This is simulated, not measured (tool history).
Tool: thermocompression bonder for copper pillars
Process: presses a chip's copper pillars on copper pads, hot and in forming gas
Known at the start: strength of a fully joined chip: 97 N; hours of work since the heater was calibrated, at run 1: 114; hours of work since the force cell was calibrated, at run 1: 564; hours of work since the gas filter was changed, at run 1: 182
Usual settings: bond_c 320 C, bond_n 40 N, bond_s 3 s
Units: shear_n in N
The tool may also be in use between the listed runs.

run,day,bond_c,bond_n,bond_s,hours of work since the heater was calibrated,hours of work since the force cell was calibrated,hours of work since the gas filter was changed,shear_n
1,0,320,40,3,114,564,182,51.7
2,1.071,320,40,3,127,577,196,53.9
3,1.833,320,40,3,137,587,205,51.7
4,3.283,331,40,3,155,605,223,58.2
5,4.154,331,40,3,166,616,234,56.3
6,4.838,331,40,3,175,625,243,57.1
7,6.154,320,36,3,191,641,260,46.6
8,7.058,320,27,3,203,653,271,34.1
9,7.829,320,40,3,212,662,281,49.5
10,8.842,320,40,3,225,675,293,50.4
11,9.896,320,40,3,238,688,307,49.6
12,11.212,320,40,3,255,705,323,49.2
# day 11.325: forming gas filter changed
13,12.729,320,40,3,274,724,18,53.2
14,14.242,320,40,3,293,743,37,56
15,15.096,320,40,3,304,753,47,54.5
16,15.958,292,35,3,314,764,58,33.3
17,17.054,306,40,6,328,778,72,57.1
18,17.667,306,40,6,336,786,80,57.7
19,18.996,306,40,6,353,803,97,55.8
20,20.004,321,41,6,365,815,109,66.9
21,20.738,301,40,3,375,824,118,43.7
22,22.021,301,40,3,391,841,135,43.4
23,22.983,301,40,3,403,853,147,41.3
24,23.725,340,51,3,412,862,156,73.9
25,25.154,336,46,2,430,880,174,59.5
26,25.9,336,46,2,440,889,183,61.3
27,26.904,316,49,2,452,902,196,53.7
28,28.288,341,40,3,470,919,213,62.3

Forecast each of these 5 alternatives for the next run:
A,29.458,294,43,3,484,934,228,?
B,29.458,303,48,3,484,934,228,?
C,29.458,320,40,8,484,934,228,?
D,29.458,304,40,3,484,934,228,?
E,29.458,320,40,4,484,934,228,?

run,shear_n
A,41.1
B,50.6
C,66.7
D,41.7
E,55.8
Without the tool's hidden state the same runs would have given:
run,shear_n
A,43.4
B,53.5
C,70.5
D,44
E,58.8

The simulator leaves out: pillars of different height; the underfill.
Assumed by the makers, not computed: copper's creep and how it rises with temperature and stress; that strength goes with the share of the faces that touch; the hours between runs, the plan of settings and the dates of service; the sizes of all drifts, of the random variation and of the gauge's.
